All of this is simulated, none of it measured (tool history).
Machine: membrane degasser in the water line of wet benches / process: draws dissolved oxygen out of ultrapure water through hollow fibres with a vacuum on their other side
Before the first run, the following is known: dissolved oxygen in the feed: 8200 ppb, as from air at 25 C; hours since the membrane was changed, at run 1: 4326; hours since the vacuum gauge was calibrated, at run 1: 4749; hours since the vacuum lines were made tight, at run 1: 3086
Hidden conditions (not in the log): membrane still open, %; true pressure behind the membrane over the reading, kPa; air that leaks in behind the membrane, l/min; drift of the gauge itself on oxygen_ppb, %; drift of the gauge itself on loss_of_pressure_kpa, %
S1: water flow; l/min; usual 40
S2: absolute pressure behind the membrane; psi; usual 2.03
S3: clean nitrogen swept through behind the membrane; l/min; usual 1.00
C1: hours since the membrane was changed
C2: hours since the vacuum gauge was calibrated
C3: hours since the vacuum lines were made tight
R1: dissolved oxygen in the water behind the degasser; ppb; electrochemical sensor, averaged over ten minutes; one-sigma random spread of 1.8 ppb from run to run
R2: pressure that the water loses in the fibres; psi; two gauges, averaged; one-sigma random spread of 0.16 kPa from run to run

run    hour  S1    S2    S3    C1    C2    C3      R1     R2
  1     0.0  40  2.03  1.00  4326  4749  3086   837.5  5.848
  2   100.6  40  2.03  1.00  4426  4850  3187   840.1  5.851
  3   207.3  40  2.03  1.00  4533  4957  3294   838.3  5.896
  4   302.9  40  2.03  1.00  4629  5052  3389   843.0  5.867
  5   377.4  41  2.03  1.00  4703  5127  3464   858.5  6.005
  6   468.0  41  2.03  1.00  4794  5217  3554   861.1  6.050
  7   544.0  40  2.03  1.00  4870  5293  3631   840.1  5.890
  8   614.8  40  2.03  1.00  4941  5364  3701   843.1  5.900
  9   718.1  40  2.03  1.15  5044  5467  3805   761.4  5.877
 10   780.5  40  2.03  1.15  5106  5530  3867   761.7  5.893
 11   860.5  40  2.03  1.15  5186  5610  3947   762.8  5.867
 12   941.1  40  2.03  1.15  5267  5690  4028   763.4  5.907
 13  1019.2  40  2.03  1.00  5345  5768  4106   843.6  5.890
 14  1094.0  40  2.03  1.00  5420  5843  4180   842.8  5.916
 15  1140.6  40  2.03  1.00  5466  5890  4227   843.8  5.886
 16  1185.3  40  2.03  1.00  5511  5934  4272   844.9  5.855
 17  1231.4  58  2.03  1.00  5557  5981  4318  1129.0  8.583
 18  1285.7  58  2.03  1.00  5612  6035  4372  1128.4  8.533
 19  1347.6  48  2.03  1.22  5674  6097  4434   851.7  7.058
 20  1451.2  31  2.03  0.61  5777  6200  4538   987.0  4.606
 21  1512.9  50  4.05  0.64  5839  6262  4599  2568.0  7.378
 22  1557.5  52  2.03  2.40  5883  6307  4644   562.3  7.688
 23  1649.0  37  1.87  1.68  5975  6398  4735   489.9  5.430
 24  1704.5  27  2.73  1.00  6030  6454  4791   853.5  4.025
 25  1789.1  27  2.96  1.00  6115  6538  4876   929.8  3.975
 26  1865.1  27  2.96  1.00  6191  6614  4952   928.8  3.984
 27  1942.5  35  4.25  2.49  6268  6692  5029   808.3  5.158
 28  1995.1  27  2.03  2.30  6321  6744  5082   308.1  4.007
 29  2046.3  34  2.03  1.37  6372  6796  5133   584.9  5.013
 30  2134.5  32  4.80  1.38  6460  6884  5221  1334.9  4.756
 31  2222.4  32  4.80  1.38  6548  6972  5309  1337.2  4.720
 32  2297.5  32  2.03  1.03  6623  7047  5384   693.6  4.663

Below, some changes in R1 between adjacent runs. For each, the amount present without the hidden state too (settings, incoming material, random variation) and the amount remaining for the hidden state with gauge scatter not shared by both compared results:
Run 16 -> 17: S1 40 -> 58. R1 +284.1 ppb: hidden state +4.5, all else +279.6.
Run 20 -> 21: S1 31 -> 50, S2 2.03 -> 4.05, S3 0.61 -> 0.64. R1 +1581.0 ppb: hidden state -3.2, all else +1584.2.
Run 21 -> 22: S1 50 -> 52, S2 4.05 -> 2.03, S3 0.64 -> 2.40. R1 -2005.7 ppb: hidden state +0.0, all else -2005.7.
Run 27 -> 28: S1 35 -> 27, S2 4.25 -> 2.03, S3 2.49 -> 2.30. R1 -500.2 ppb: hidden state -3.9, all else -496.3.
Run 28 -> 29: S1 27 -> 34, S3 2.30 -> 1.37. R1 +276.8 ppb: hidden state +6.1, all else +270.7.
Run 29 -> 30: S1 34 -> 32, S2 2.03 -> 4.80, S3 1.37 -> 1.38. R1 +750.0 ppb: hidden state +2.5, all else +747.5.
